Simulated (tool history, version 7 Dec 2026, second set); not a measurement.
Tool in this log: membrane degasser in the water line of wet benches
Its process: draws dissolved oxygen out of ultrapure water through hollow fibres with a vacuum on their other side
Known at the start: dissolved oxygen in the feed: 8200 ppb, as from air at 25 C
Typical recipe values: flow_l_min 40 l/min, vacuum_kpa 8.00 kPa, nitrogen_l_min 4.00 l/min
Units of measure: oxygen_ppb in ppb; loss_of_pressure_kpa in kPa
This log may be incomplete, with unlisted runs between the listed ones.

{"run": 1, "hour": 0.0, "flow_l_min": 40, "vacuum_kpa": 8.0, "nitrogen_l_min": 4.0, "oxygen_ppb": 135.7, "loss_of_pressure_kpa": 44.21}
{"run": 2, "hour": 86.4, "flow_l_min": 40, "vacuum_kpa": 8.0, "nitrogen_l_min": 4.0, "oxygen_ppb": 135.7, "loss_of_pressure_kpa": 44.67}
{"run": 3, "hour": 134.4, "flow_l_min": 35, "vacuum_kpa": 8.0, "nitrogen_l_min": 4.0, "oxygen_ppb": 113.9, "loss_of_pressure_kpa": 38.57}
{"run": 4, "hour": 229.2, "flow_l_min": 44, "vacuum_kpa": 8.0, "nitrogen_l_min": 4.0, "oxygen_ppb": 158.4, "loss_of_pressure_kpa": 48.52}
{"run": 5, "hour": 318.1, "flow_l_min": 44, "vacuum_kpa": 8.0, "nitrogen_l_min": 4.0, "oxygen_ppb": 158.6, "loss_of_pressure_kpa": 48.51}
{"run": 6, "hour": 377.9, "flow_l_min": 40, "vacuum_kpa": 8.0, "nitrogen_l_min": 11.61, "oxygen_ppb": 62.8, "loss_of_pressure_kpa": 44.17}
{"run": 7, "hour": 483.6, "flow_l_min": 40, "vacuum_kpa": 8.0, "nitrogen_l_min": 4.0, "oxygen_ppb": 137.2, "loss_of_pressure_kpa": 44.41}
{"run": 8, "hour": 587.6, "flow_l_min": 40, "vacuum_kpa": 8.0, "nitrogen_l_min": 4.0, "oxygen_ppb": 135.1, "loss_of_pressure_kpa": 44.58}
{"run": 9, "hour": 635.3, "flow_l_min": 40, "vacuum_kpa": 8.0, "nitrogen_l_min": 4.0, "oxygen_ppb": 135.0, "loss_of_pressure_kpa": 44.51}
{"run": 10, "hour": 722.5, "flow_l_min": 40, "vacuum_kpa": 8.0, "nitrogen_l_min": 4.0, "oxygen_ppb": 135.0, "loss_of_pressure_kpa": 44.64}
{"run": 11, "hour": 828.8, "flow_l_min": 40, "vacuum_kpa": 13.31, "nitrogen_l_min": 4.0, "oxygen_ppb": 255.3, "loss_of_pressure_kpa": 44.28}
{"run": 12, "hour": 877.7, "flow_l_min": 25, "vacuum_kpa": 8.0, "nitrogen_l_min": 4.0, "oxygen_ppb": 77.4, "loss_of_pressure_kpa": 27.86}
{"run": 13, "hour": 925.7, "flow_l_min": 25, "vacuum_kpa": 8.0, "nitrogen_l_min": 4.0, "oxygen_ppb": 78.9, "loss_of_pressure_kpa": 27.99}
{"run": 14, "hour": 990.1, "flow_l_min": 25, "vacuum_kpa": 8.0, "nitrogen_l_min": 4.0, "oxygen_ppb": 76.6, "loss_of_pressure_kpa": 27.86}
{"run": 15, "hour": 1058.8, "flow_l_min": 40, "vacuum_kpa": 8.0, "nitrogen_l_min": 4.0, "oxygen_ppb": 136.1, "loss_of_pressure_kpa": 44.47}
{"run": 16, "hour": 1157.6, "flow_l_min": 40, "vacuum_kpa": 8.0, "nitrogen_l_min": 4.0, "oxygen_ppb": 135.7, "loss_of_pressure_kpa": 44.42}
{"run": 17, "hour": 1244.9, "flow_l_min": 40, "vacuum_kpa": 8.0, "nitrogen_l_min": 4.0, "oxygen_ppb": 136.9, "loss_of_pressure_kpa": 44.52}
{"run": 18, "hour": 1338.1, "flow_l_min": 40, "vacuum_kpa": 8.0, "nitrogen_l_min": 4.0, "oxygen_ppb": 139.3, "loss_of_pressure_kpa": 44.18}
{"run": 19, "hour": 1406.3, "flow_l_min": 40, "vacuum_kpa": 11.88, "nitrogen_l_min": 3.33, "oxygen_ppb": 262.1, "loss_of_pressure_kpa": 44.66}
{"run": 20, "hour": 1507.5, "flow_l_min": 50, "vacuum_kpa": 8.0, "nitrogen_l_min": 2.54, "oxygen_ppb": 270.6, "loss_of_pressure_kpa": 55.84}
{"run": 21, "hour": 1563.8, "flow_l_min": 40, "vacuum_kpa": 6.87, "nitrogen_l_min": 2.65, "oxygen_ppb": 153.9, "loss_of_pressure_kpa": 44.76}
{"run": 22, "hour": 1615.1, "flow_l_min": 40, "vacuum_kpa": 13.54, "nitrogen_l_min": 2.74, "oxygen_ppb": 357.5, "loss_of_pressure_kpa": 44.58}
{"run": 23, "hour": 1699.3, "flow_l_min": 40, "vacuum_kpa": 13.54, "nitrogen_l_min": 2.74, "oxygen_ppb": 363.7, "loss_of_pressure_kpa": 44.83}
{"run": 24, "hour": 1750.0, "flow_l_min": 31, "vacuum_kpa": 11.1, "nitrogen_l_min": 5.82, "oxygen_ppb": 112.0, "loss_of_pressure_kpa": 34.59}
{"run": 25, "hour": 1851.5, "flow_l_min": 31, "vacuum_kpa": 11.1, "nitrogen_l_min": 5.82, "oxygen_ppb": 113.3, "loss_of_pressure_kpa": 34.72}
{"run": 26, "hour": 1924.9, "flow_l_min": 40, "vacuum_kpa": 19.09, "nitrogen_l_min": 4.83, "oxygen_ppb": 339.2, "loss_of_pressure_kpa": 44.93}
{"run": 27, "hour": 2030.3, "flow_l_min": 37, "vacuum_kpa": 6.06, "nitrogen_l_min": 4.83, "oxygen_ppb": 71.1, "loss_of_pressure_kpa": 41.69}
{"run": 28, "hour": 2132.6, "flow_l_min": 37, "vacuum_kpa": 6.06, "nitrogen_l_min": 4.83, "oxygen_ppb": 71.1, "loss_of_pressure_kpa": 41.49}
{"run": 29, "hour": 2243.4, "flow_l_min": 29, "vacuum_kpa": 18.5, "nitrogen_l_min": 4.52, "oxygen_ppb": 249.0, "loss_of_pressure_kpa": 32.72}
{"run": 30, "hour": 2336.8, "flow_l_min": 29, "vacuum_kpa": 18.5, "nitrogen_l_min": 4.52, "oxygen_ppb": 240.0, "loss_of_pressure_kpa": 32.78}
{"run": 31, "hour": 2395.2, "flow_l_min": 29, "vacuum_kpa": 18.5, "nitrogen_l_min": 4.52, "oxygen_ppb": 246.6, "loss_of_pressure_kpa": 32.37}
{"run": 32, "hour": 2463.9, "flow_l_min": 29, "vacuum_kpa": 18.5, "nitrogen_l_min": 4.52, "oxygen_ppb": 248.3, "loss_of_pressure_kpa": 32.88}

How would selected steps in oxygen_ppb from run to run divide? Give the signed amount a tool lacking its hidden state would still show from settings, what came in and random variation, and the signed amount left for the hidden state, including any gauge scatter that is not in both of the compared results.
Unlogged tool condition in this case: membrane still open, %; true pressure behind the membrane over the reading, kPa; air that leaks in behind the membrane, l/min; drift of the gauge itself on oxygen_ppb, %; drift of the gauge itself on loss_of_pressure_kpa, %.
Run 23 -> 24: flow_l_min 40 -> 31, vacuum_kpa 13.54 -> 11.10, nitrogen_l_min 2.74 -> 5.82. oxygen_ppb -251.7 ppb: hidden state -7.1, all else -244.6.
Run 25 -> 26: flow_l_min 31 -> 40, vacuum_kpa 11.10 -> 19.09, nitrogen_l_min 5.82 -> 4.83. oxygen_ppb +225.9 ppb: hidden state +7.0, all else +218.9.
Run 26 -> 27: flow_l_min 40 -> 37, vacuum_kpa 19.09 -> 6.06. oxygen_ppb -268.1 ppb: hidden state -6.3, all else -261.8.

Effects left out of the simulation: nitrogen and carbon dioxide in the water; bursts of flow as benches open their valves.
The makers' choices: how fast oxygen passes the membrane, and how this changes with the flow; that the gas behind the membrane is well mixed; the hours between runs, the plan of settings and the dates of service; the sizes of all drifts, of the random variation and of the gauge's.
